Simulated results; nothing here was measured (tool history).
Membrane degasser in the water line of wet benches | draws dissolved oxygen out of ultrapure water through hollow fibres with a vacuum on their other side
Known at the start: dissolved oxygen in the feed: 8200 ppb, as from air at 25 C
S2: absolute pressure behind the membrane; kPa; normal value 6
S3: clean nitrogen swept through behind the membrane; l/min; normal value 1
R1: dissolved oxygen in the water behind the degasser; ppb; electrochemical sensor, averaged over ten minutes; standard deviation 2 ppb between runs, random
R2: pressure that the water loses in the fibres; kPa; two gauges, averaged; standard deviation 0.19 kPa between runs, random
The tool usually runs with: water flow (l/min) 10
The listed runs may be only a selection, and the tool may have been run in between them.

run 1 hour=0 | water_flow_(l/min)=10 S2=6 S3=1 | R1=206.2 R2=37.06
run 2 hour=49 | water_flow_(l/min)=10 S2=6 S3=1 | R1=206.6 R2=37.32
run 3 hour=120.5 | water_flow_(l/min)=10 S2=9.98 S3=1 | R1=300.7 R2=37.08
run 4 hour=188.1 | water_flow_(l/min)=10 S2=9.98 S3=1 | R1=297.4 R2=37.04
run 5 hour=251.6 | water_flow_(l/min)=10 S2=6 S3=0.49 | R1=268.8 R2=37.32
run 6 hour=319.9 | water_flow_(l/min)=10 S2=6 S3=0.49 | R1=269.1 R2=37.23
run 7 hour=401.4 | water_flow_(l/min)=10 S2=6 S3=0.49 | R1=269.4 R2=37.19
run 8 hour=488.2 | water_flow_(l/min)=10 S2=6 S3=0.49 | R1=273.3 R2=37.26
run 9 hour=567.1 | water_flow_(l/min)=10 S2=6 S3=1 | R1=209 R2=37.42
run 10 hour=639.7 | water_flow_(l/min)=10 S2=6 S3=1 | R1=205.9 R2=37.16
run 11 hour=729.3 | water_flow_(l/min)=10 S2=6 S3=1 | R1=205.4 R2=37.17
run 12 hour=810.9 | water_flow_(l/min)=10 S2=6 S3=1 | R1=210.4 R2=37.19
run 13 hour=853 | water_flow_(l/min)=10 S2=6 S3=1 | R1=216 R2=37.45
-- hour=859.3 vacuum gauge calibrated
run 14 hour=942.4 | water_flow_(l/min)=10 S2=6 S3=1 | R1=213 R2=37.14
run 15 hour=1024.8 | water_flow_(l/min)=10 S2=6 S3=1 | R1=216.7 R2=37.55
run 16 hour=1095.9 | water_flow_(l/min)=10 S2=6 S3=1 | R1=213.2 R2=37.15
run 17 hour=1158.3 | water_flow_(l/min)=11 S2=6 S3=2.38 | R1=211.4 R2=40.74
run 18 hour=1208.5 | water_flow_(l/min)=10 S2=6 S3=2.3 | R1=171.4 R2=37
-- hour=1259.2 vacuum gauge calibrated, once more
run 19 hour=1290.1 | water_flow_(l/min)=9 S2=12.92 S3=1 | R1=324.3 R2=33.98
run 20 hour=1344.9 | water_flow_(l/min)=11 S2=6 S3=2.82 | R1=205 R2=41.08
run 21 hour=1382 | water_flow_(l/min)=11 S2=6 S3=2.82 | R1=202.4 R2=41.38
run 22 hour=1421.2 | water_flow_(l/min)=15 S2=9.39 S3=2.7 | R1=419.3 R2=55.97
run 23 hour=1469.8 | water_flow_(l/min)=14 S2=11.94 S3=2.79 | R1=403.5 R2=52.38
run 24 hour=1522.5 | water_flow_(l/min)=6 S2=4.56 S3=1 | R1=55 R2=22.01
run 25 hour=1600.3 | water_flow_(l/min)=7 S2=5.53 S3=1.15 | R1=90.9 R2=26.2
-- hour=1687 seals of the vacuum lines changed
run 26 hour=1687 | water_flow_(l/min)=12 S2=6 S3=1 | R1=288.7 R2=44.74

Consider 3 possible next runs. They are alternatives, not a sequence: every one starts from the tool as it was left by run 26. What does each give?
run A hour=1729.6 | water_flow_(l/min)=12 S2=6.49 S3=1 | R1=? R2=?
run B hour=1729.6 | water_flow_(l/min)=7 S2=6 S3=0.58 | R1=? R2=?
run C hour=1729.6 | water_flow_(l/min)=12 S2=6.08 S3=1.01 | R1=? R2=?

run=A R1=302 R2=44.96
run=B R1=133.3 R2=25.88
run=C R1=288.9 R2=44.93
With the hidden condition removed and each run's random variation left untouched, the same runs would have given:
run=A R1=294.6 R2=44.57
run=B R1=130.1 R2=25.65
run=C R1=281.5 R2=44.54
